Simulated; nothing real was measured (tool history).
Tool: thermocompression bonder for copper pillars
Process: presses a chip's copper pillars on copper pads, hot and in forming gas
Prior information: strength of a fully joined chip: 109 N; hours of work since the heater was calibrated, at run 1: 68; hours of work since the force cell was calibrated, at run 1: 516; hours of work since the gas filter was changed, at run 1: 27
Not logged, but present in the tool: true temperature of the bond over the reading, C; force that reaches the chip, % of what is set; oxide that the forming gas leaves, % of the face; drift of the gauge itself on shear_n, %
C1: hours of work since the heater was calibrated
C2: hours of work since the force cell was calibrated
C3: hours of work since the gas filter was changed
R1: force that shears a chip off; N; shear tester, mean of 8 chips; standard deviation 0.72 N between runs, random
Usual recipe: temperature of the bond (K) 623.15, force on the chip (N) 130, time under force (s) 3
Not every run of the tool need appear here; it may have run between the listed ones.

{"run": 1, "hour": 0.0, "temperature of the bond (K)": 623.15, "force on the chip (N)": 130, "time under force (s)": 3, "C1": 68, "C2": 516, "C3": 27, "R1": 50.7}
{"run": 2, "hour": 11.8, "temperature of the bond (K)": 623.15, "force on the chip (N)": 130, "time under force (s)": 3, "C1": 74, "C2": 522, "C3": 33, "R1": 52.1}
{"run": 3, "hour": 20.3, "temperature of the bond (K)": 623.15, "force on the chip (N)": 130, "time under force (s)": 3, "C1": 79, "C2": 527, "C3": 38, "R1": 52.5}
{"run": 4, "hour": 31.5, "temperature of the bond (K)": 623.15, "force on the chip (N)": 130, "time under force (s)": 3, "C1": 85, "C2": 533, "C3": 44, "R1": 51.3}
{"run": 5, "hour": 40.1, "temperature of the bond (K)": 623.15, "force on the chip (N)": 130, "time under force (s)": 3, "C1": 89, "C2": 538, "C3": 49, "R1": 51.7}
{"run": 6, "hour": 52.0, "temperature of the bond (K)": 623.15, "force on the chip (N)": 92, "time under force (s)": 3, "C1": 96, "C2": 544, "C3": 55, "R1": 41.2}
{"run": 7, "hour": 63.9, "temperature of the bond (K)": 623.15, "force on the chip (N)": 130, "time under force (s)": 3, "C1": 103, "C2": 551, "C3": 62, "R1": 52.4}
{"run": 8, "hour": 74.5, "temperature of the bond (K)": 623.15, "force on the chip (N)": 130, "time under force (s)": 3, "C1": 108, "C2": 557, "C3": 68, "R1": 50.5}
{"run": 9, "hour": 79.7, "temperature of the bond (K)": 623.15, "force on the chip (N)": 130, "time under force (s)": 3, "C1": 111, "C2": 560, "C3": 70, "R1": 52}
{"run": 10, "hour": 91.0, "temperature of the bond (K)": 623.15, "force on the chip (N)": 130, "time under force (s)": 3, "C1": 117, "C2": 566, "C3": 77, "R1": 50.9}
{"run": 11, "hour": 99.3, "temperature of the bond (K)": 623.15, "force on the chip (N)": 130, "time under force (s)": 3, "C1": 122, "C2": 570, "C3": 81, "R1": 53}
{"run": 12, "hour": 109.3, "temperature of the bond (K)": 623.15, "force on the chip (N)": 130, "time under force (s)": 3, "C1": 127, "C2": 576, "C3": 87, "R1": 51.9}
{"run": 13, "hour": 117.4, "temperature of the bond (K)": 623.15, "force on the chip (N)": 130, "time under force (s)": 3, "C1": 132, "C2": 580, "C3": 91, "R1": 52.3}
{"run": 14, "hour": 129.0, "temperature of the bond (K)": 623.15, "force on the chip (N)": 130, "time under force (s)": 3, "C1": 138, "C2": 587, "C3": 97, "R1": 52.6}
{"run": 15, "hour": 136.2, "temperature of the bond (K)": 623.15, "force on the chip (N)": 130, "time under force (s)": 4, "C1": 142, "C2": 591, "C3": 101, "R1": 57.3}
{"run": 16, "hour": 147.5, "temperature of the bond (K)": 623.15, "force on the chip (N)": 130, "time under force (s)": 4, "C1": 148, "C2": 597, "C3": 108, "R1": 57.1}
{"run": 17, "hour": 157.1, "temperature of the bond (K)": 623.15, "force on the chip (N)": 130, "time under force (s)": 4, "C1": 154, "C2": 602, "C3": 113, "R1": 58.4}
{"run": 18, "hour": 168.1, "temperature of the bond (K)": 623.15, "force on the chip (N)": 130, "time under force (s)": 6, "C1": 160, "C2": 608, "C3": 119, "R1": 65.2}
{"run": 19, "hour": 177.8, "temperature of the bond (K)": 623.15, "force on the chip (N)": 130, "time under force (s)": 6, "C1": 165, "C2": 614, "C3": 124, "R1": 64.1}
{"run": 20, "hour": 182.9, "temperature of the bond (K)": 623.15, "force on the chip (N)": 130, "time under force (s)": 6, "C1": 168, "C2": 616, "C3": 127, "R1": 64.4}
{"run": 21, "hour": 194.9, "temperature of the bond (K)": 612.15, "force on the chip (N)": 130, "time under force (s)": 6, "C1": 174, "C2": 623, "C3": 134, "R1": 58.8}
{"run": 22, "hour": 200.8, "temperature of the bond (K)": 612.15, "force on the chip (N)": 130, "time under force (s)": 6, "C1": 178, "C2": 626, "C3": 137, "R1": 60.8}
{"run": 23, "hour": 207.0, "temperature of the bond (K)": 612.15, "force on the chip (N)": 130, "time under force (s)": 6, "C1": 181, "C2": 630, "C3": 140, "R1": 60.6}
{"run": 24, "hour": 214.4, "temperature of the bond (K)": 612.15, "force on the chip (N)": 130, "time under force (s)": 6, "C1": 185, "C2": 634, "C3": 144, "R1": 59.2}

Expected results for the next run?
{"run": 25, "hour": 225.5, "temperature of the bond (K)": 626.15, "force on the chip (N)": 130, "time under force (s)": 6, "C1": 191, "C2": 640, "C3": 150, "R1": "?"}

Logged for run 25: R1 68 N.
Without the tool's hidden state the same run would have given R1 68.2 N.

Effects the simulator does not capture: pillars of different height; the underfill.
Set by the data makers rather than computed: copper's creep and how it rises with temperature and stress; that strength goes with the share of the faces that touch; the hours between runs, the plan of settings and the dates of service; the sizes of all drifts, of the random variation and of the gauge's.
